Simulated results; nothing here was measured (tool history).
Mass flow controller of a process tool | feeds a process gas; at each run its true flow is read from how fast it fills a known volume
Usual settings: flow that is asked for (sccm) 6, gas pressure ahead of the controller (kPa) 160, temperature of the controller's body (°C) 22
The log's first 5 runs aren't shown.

run    hour  flow that is asked for (sccm)  gas pressure ahead of the controller (kPa)  temperature of the controller's body (°C)  true flow (%)
  6   554.4                              6                                         160                                         22          97.71
  7   668.8                              6                                         160                                         22          97.82
  8   775.5                              6                                         160                                         22          97.62
  9   843.3                              6                                         173                                         22          97.61
 10   968.7                              6                                         248                                         22          97.86
 11  1085.9                              6                                         248                                         22          97.74
 12  1226.9                              6                                         160                                         38          97.03
 13  1339.0                              6                                         160                                         38          96.96
 14  1413.0                             11                                         160                                         38          97.65
 15  1493.7                              6                                         160                                         22          97.17
 16  1592.0                              6                                         248                                         22          97.46
 17  1677.6                              6                                         248                                         22          97.44
 18  1816.8                              6                                         248                                         22          97.38
 19  1936.7                             19                                         248                                         22          98.95
 20  2076.0                             19                                         248                                         22          98.80
 21  2213.7                             19                                         248                                         26          98.72
 22  2306.9                             19                                         248                                         26          98.57
 23  2408.5                             19                                         248                                         26          98.56

Run 24 comes next. What will it give?
 24  2467.7                              6                                         160                                         22              ?

{"run 24": {"true flow (%)": 96.7}}
Without the tool's hidden state the same run would have given true flow (%) 99.10.

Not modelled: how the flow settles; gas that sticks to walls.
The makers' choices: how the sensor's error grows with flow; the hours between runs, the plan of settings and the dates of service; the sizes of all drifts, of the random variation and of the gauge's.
